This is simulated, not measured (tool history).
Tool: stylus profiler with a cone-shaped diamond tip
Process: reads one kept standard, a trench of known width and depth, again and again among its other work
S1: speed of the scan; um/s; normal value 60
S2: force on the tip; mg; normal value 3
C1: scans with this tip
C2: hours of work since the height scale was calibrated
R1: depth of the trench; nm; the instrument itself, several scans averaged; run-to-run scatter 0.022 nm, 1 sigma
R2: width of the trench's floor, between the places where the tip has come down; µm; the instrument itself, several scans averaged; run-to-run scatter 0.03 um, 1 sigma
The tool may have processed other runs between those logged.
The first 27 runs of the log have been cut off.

run     day   S1    S2    C1   C2      R1     R2
 28  66.708   31  1.62  4786  331  201.45  46.56
 29  68.388   96  5.21  5096  353  203.33  46.46
 30  71.446  118  1.46  5660  392   201.3   46.1
 31  72.971  125   2.9  5943  411  202.17  46.17
 32  76.288  125   2.9  6555  454  202.14  46.13
 33  79.346   60  1.98  7120  493  201.61  46.21
 34  81.633   29  1.69  7543  522  201.37  46.32
 35  83.342   19  5.84  7858  544  203.52  46.36
 36  85.562   16  1.42  8268  572  201.15  46.24
 37  88.592  232  4.19  8827  611  202.73  45.67

3 ways to go on from here, each from the tool as it stands after run 37. What would each give?
  A  91.588   35     3  9381  649   ?   ?
  B  91.588   63     5  9381  649   ?   ?
  C  91.588  114  6.53  9381  649   ?   ?

run      R1     R2
  A   202.1  46.16
  B  203.13  46.14
  C  203.75  46.02
With no hidden state in the tool, these same runs would have given:
run      R1     R2
  A  202.43   47.1
  B  203.46  47.09
  C  204.09  46.97
